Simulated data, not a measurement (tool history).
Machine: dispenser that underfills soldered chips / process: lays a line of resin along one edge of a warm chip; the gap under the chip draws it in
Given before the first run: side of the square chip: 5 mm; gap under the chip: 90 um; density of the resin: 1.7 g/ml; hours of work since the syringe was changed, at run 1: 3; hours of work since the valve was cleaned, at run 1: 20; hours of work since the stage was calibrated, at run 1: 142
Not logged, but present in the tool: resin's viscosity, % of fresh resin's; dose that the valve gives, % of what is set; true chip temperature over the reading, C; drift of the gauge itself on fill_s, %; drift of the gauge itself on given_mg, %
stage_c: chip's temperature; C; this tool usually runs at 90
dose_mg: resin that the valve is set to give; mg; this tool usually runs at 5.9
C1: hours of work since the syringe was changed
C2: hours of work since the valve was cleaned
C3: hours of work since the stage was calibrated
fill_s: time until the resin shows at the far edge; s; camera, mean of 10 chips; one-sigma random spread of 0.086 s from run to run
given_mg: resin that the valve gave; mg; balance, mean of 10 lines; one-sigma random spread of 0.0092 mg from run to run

{"run": 1, "hour": 0.0, "stage_c": 90, "dose_mg": 5.9, "C1": 3, "C2": 20, "C3": 142, "fill_s": 5.96, "given_mg": 5.812}
{"run": 2, "hour": 3.9, "stage_c": 90, "dose_mg": 5.9, "C1": 5, "C2": 22, "C3": 144, "fill_s": 6.54, "given_mg": 5.804}
{"hour": 7.8, "done": "new syringe of resin"}
{"run": 3, "hour": 8.7, "stage_c": 90, "dose_mg": 5.9, "C1": 1, "C2": 25, "C3": 147, "fill_s": 5.47, "given_mg": 5.803}
{"run": 4, "hour": 14.9, "stage_c": 90, "dose_mg": 5.9, "C1": 5, "C2": 30, "C3": 151, "fill_s": 6.61, "given_mg": 5.778}
{"hour": 19.8, "done": "new syringe of resin"}
{"run": 5, "hour": 21.7, "stage_c": 86, "dose_mg": 5.9, "C1": 1, "C2": 34, "C3": 156, "fill_s": 6.51, "given_mg": 5.768}
{"run": 6, "hour": 28.0, "stage_c": 90, "dose_mg": 6.15, "C1": 6, "C2": 38, "C3": 160, "fill_s": 6.43, "given_mg": 5.978}
{"hour": 31.5, "done": "new syringe of resin"}
{"run": 7, "hour": 33.7, "stage_c": 90, "dose_mg": 6.15, "C1": 2, "C2": 42, "C3": 164, "fill_s": 5.67, "given_mg": 5.993}
{"run": 8, "hour": 39.4, "stage_c": 96, "dose_mg": 6.59, "C1": 5, "C2": 46, "C3": 168, "fill_s": 5.34, "given_mg": 6.386}
{"hour": 43.1, "done": "new syringe of resin"}
{"hour": 45.2, "done": "dispensing valve cleaned and set on the balance"}
{"run": 9, "hour": 46.4, "stage_c": 90, "dose_mg": 6.5, "C1": 2, "C2": 1, "C3": 172, "fill_s": 5.54, "given_mg": 6.483}
{"run": 10, "hour": 50.4, "stage_c": 90, "dose_mg": 5.47, "C1": 4, "C2": 4, "C3": 174, "fill_s": 6.26, "given_mg": 5.458}
{"hour": 55.8, "done": "new syringe of resin"}
{"run": 11, "hour": 56.4, "stage_c": 75, "dose_mg": 6.55, "C1": 0, "C2": 7, "C3": 178, "fill_s": 9.05, "given_mg": 6.519}
{"run": 12, "hour": 61.1, "stage_c": 75, "dose_mg": 6.55, "C1": 4, "C2": 11, "C3": 181, "fill_s": 10.52, "given_mg": 6.507}

Run 13 has not been measured yet. What should we expect?
{"hour": 67.5, "done": "new syringe of resin"}
{"run": 13, "hour": 67.8, "stage_c": 91, "dose_mg": 7.29, "C1": 0, "C2": 15, "C3": 186, "fill_s": "?", "given_mg": "?"}

Run 13 gave fill_s 5.11 s, given_mg 7.209 mg.
Were there no unlogged condition in the tool, this run, its random variation unchanged, would have produced fill_s 5.17 s, given_mg 7.283 mg.
